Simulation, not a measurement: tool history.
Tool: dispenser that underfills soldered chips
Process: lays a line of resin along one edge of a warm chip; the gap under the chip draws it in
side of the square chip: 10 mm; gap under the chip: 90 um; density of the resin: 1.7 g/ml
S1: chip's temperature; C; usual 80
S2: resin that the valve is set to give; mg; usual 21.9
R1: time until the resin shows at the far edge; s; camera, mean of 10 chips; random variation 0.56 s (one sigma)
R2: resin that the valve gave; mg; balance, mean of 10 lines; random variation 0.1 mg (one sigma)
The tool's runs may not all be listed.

run  hour  S1    S2     R1     R2
  1     0  80  21.9   60.9  20.97
      4.2  -- new syringe of resin
  2   5.3  80  21.9   51.8  20.91
  3  10.8  80  21.9   63.6  20.66
     13.4  -- new syringe of resin
  4  14.8  80  21.9   53.3     21
  5  21.7  80  21.9   70.7  20.71
     22.3  -- new syringe of resin
  6    27  80  20.8   59.4  19.58
     31.6  -- new syringe of resin
  7  32.7  85  21.9     42   20.6
  8  37.1  85  21.9   50.4  20.69
     40.5  -- new syringe of resin
  9  41.7  80  21.9   51.2  20.37
 10  47.3  80  21.9   65.8   20.3
     49.4  -- new syringe of resin
     52.4  -- dispensing valve cleaned and set on the balance
 11    54  67  26.1  103.6  26.13
     59.6  -- new syringe of resin
 12    61  77  26.1   57.5  25.97
 13  64.5  90  24.8   37.7  24.56
     68.8  -- new syringe of resin
 14  70.6  82    20   49.4  19.75
 15  75.5  81  22.3   62.8  22.07

Run 16 comes next. What will it give?
       78  -- new syringe of resin
 16  82.4  85  28.1   ?   ?

Run 16 gave R1 45.4 s, R2 27.42 mg.
Without the tool's hidden state the same run would have given R1 37 s, R2 27.99 mg.
